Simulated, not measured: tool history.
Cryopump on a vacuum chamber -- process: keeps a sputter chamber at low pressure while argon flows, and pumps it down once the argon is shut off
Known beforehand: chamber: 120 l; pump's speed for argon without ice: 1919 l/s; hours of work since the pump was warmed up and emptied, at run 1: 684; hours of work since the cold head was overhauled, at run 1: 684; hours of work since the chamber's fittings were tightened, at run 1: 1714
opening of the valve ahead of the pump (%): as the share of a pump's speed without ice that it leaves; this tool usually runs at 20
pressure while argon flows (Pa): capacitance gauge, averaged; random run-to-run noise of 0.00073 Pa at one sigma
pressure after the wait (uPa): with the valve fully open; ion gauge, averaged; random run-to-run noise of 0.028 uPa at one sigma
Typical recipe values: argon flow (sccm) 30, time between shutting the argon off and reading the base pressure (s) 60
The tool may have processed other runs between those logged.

run   hour  argon flow (sccm)  time between shutting the argon off and reading the base pressure (s)  opening of the valve ahead of the pump (%)  hours of work since the pump was warmed up and emptied  hours of work since the cold head was overhauled  hours of work since the chamber's fittings were tightened  pressure while argon flows (Pa)  pressure after the wait (uPa)
  1      0                 30                                                                     60                                          20                                                     684                                               684                                                       1714                           0.1447                           4.11
  2   30.8                 30                                                                     60                                          28                                                     702                                               702                                                       1733                           0.1068                           4.33
  3   68.6                 30                                                                     60                                          28                                                     725                                               725                                                       1756                           0.1068                           4.21
      77.4  -- leaking fittings of the chamber tightened, without venting
  4   93.6                 30                                                                     60                                          28                                                     739                                               739                                                         10                           0.1078                           1.46
  5  110.8                 30                                                                     60                                          20                                                     750                                               750                                                         20                           0.1452                           1.43
     118.3  -- pump warmed up, emptied and cooled again
  6  136.1                 30                                                                     60                                          20                                                      11                                               762                                                         33                           0.1318                           1.33
  7  170.9                 30                                                                     29                                          20                                                      32                                               783                                                         54                           0.1345                           2.53
  8    202                 39                                                                     60                                          20                                                      51                                               802                                                         73                           0.1712                           1.39
  9  230.2                 55                                                                     60                                          20                                                      68                                               819                                                         90                           0.2446                           1.47
 10  252.9                 55                                                                     60                                          20                                                      82                                               833                                                        104                           0.2443                           1.46
 11  270.3                 20                                                                     60                                          20                                                      93                                               844                                                        114                            0.089                           1.44
 12  307.6                 13                                                                     60                                          20                                                     115                                               867                                                        137                           0.0579                           1.48
 13  333.9                 13                                                                     60                                          20                                                     131                                               883                                                        153                            0.059                           1.39
 14  357.7                 13                                                                     60                                          20                                                     146                                               897                                                        168                           0.0588                           1.52
 15  376.8                 13                                                                     60                                          20                                                     157                                               909                                                        179                           0.0578                           1.49
 16  405.5                 13                                                                     60                                          20                                                     175                                               926                                                        197                           0.0591                           1.52
 17  435.6                 13                                                                     60                                          20                                                     193                                               944                                                        215                           0.0588                           1.65
 18  453.4                 13                                                                     60                                          20                                                     204                                               955                                                        226                           0.0586                           1.59
 19  482.7                 13                                                                     60                                          20                                                     222                                               973                                                        244                           0.0585                           1.62
 20  501.1                 30                                                                    253                                          60                                                     233                                               984                                                        255                           0.0479                           0.74
 21  536.7                 26                                                                     32                                          47                                                     255                                              1006                                                        277                            0.052                           2.69
 22  564.7                 27                                                                    150                                          37                                                     272                                              1023                                                        294                           0.0679                           1.01
 23  585.3                 25                                                                    150                                          24                                                     284                                              1036                                                        306                            0.096                           1.06
 24  605.5                 25                                                                     29                                          24                                                     297                                              1048                                                        318                            0.096                           2.96
 25  629.3                 45                                                                     35                                          55                                                     311                                              1062                                                        333                           0.0789                           2.57
 26  666.2                 17                                                                    253                                          51                                                     334                                              1085                                                        355                           0.0323                           0.93
 27  689.1                 50                                                                    183                                          20                                                     348                                              1099                                                        369                           0.2291                           1.04
 28  715.6                 20                                                                    103                                          20                                                     364                                              1115                                                        385                           0.0924                           1.34
 29  751.8                 30                                                                     60                                          46                                                     386                                              1137                                                        408                           0.0628                           1.87
 30  775.1                 30                                                                     60                                          46                                                     400                                              1151                                                        422                           0.0631                            1.9
 31  791.9                 30                                                                     60                                          46                                                     410                                              1161                                                        432                           0.0636                           1.95
 32  808.7                 47                                                                     30                                          19                                                     420                                              1172                                                        442                            0.228                           3.02
 33  844.7                 30                                                                    159                                          24                                                     442                                              1194                                                        464                           0.1163                           1.34
 34  876.6                 56                                                                    159                                          20                                                     462                                              1213                                                        484                           0.2594                           1.31

Some steps in pressure while argon flows (Pa) between neighbouring runs. How much of each would the tool show without its hidden state too (settings, what came in, random variation), and how much is left for the hidden state, with any gauge scatter that isn't in both results?
What the log doesn't record here: pump's speed, % of a pump's without ice; cold plate's temperature, K; leak into the chamber, uPa l/s; drift of the gauge itself on working_pa, %; drift of the gauge itself on base_upa, %.
Run 5 -> 6: pump warmed up, emptied and cooled again. pressure while argon flows (Pa) -0.0134: hidden state -0.0133, all else -0.0001.
Run 10 -> 11: argon flow (sccm) 55 -> 20. pressure while argon flows (Pa) -0.1553: hidden state -0.0015, all else -0.1538.
Run 26 -> 27: argon flow (sccm) 17 -> 50, time between shutting the argon off and reading the base pressure (s) 253 -> 183, opening of the valve ahead of the pump (%) 51 -> 20. pressure while argon flows (Pa) +0.1968: hidden state +0.006, all else +0.1908.
Run 31 -> 32: argon flow (sccm) 30 -> 47, time between shutting the argon off and reading the base pressure (s) 60 -> 30, opening of the valve ahead of the pump (%) 46 -> 19. pressure while argon flows (Pa) +0.1644: hidden state +0.0038, all else +0.1606.
Run 33 -> 34: argon flow (sccm) 30 -> 56, opening of the valve ahead of the pump (%) 24 -> 20. pressure while argon flows (Pa) +0.1431: hidden state +0.0066, all else +0.1365.

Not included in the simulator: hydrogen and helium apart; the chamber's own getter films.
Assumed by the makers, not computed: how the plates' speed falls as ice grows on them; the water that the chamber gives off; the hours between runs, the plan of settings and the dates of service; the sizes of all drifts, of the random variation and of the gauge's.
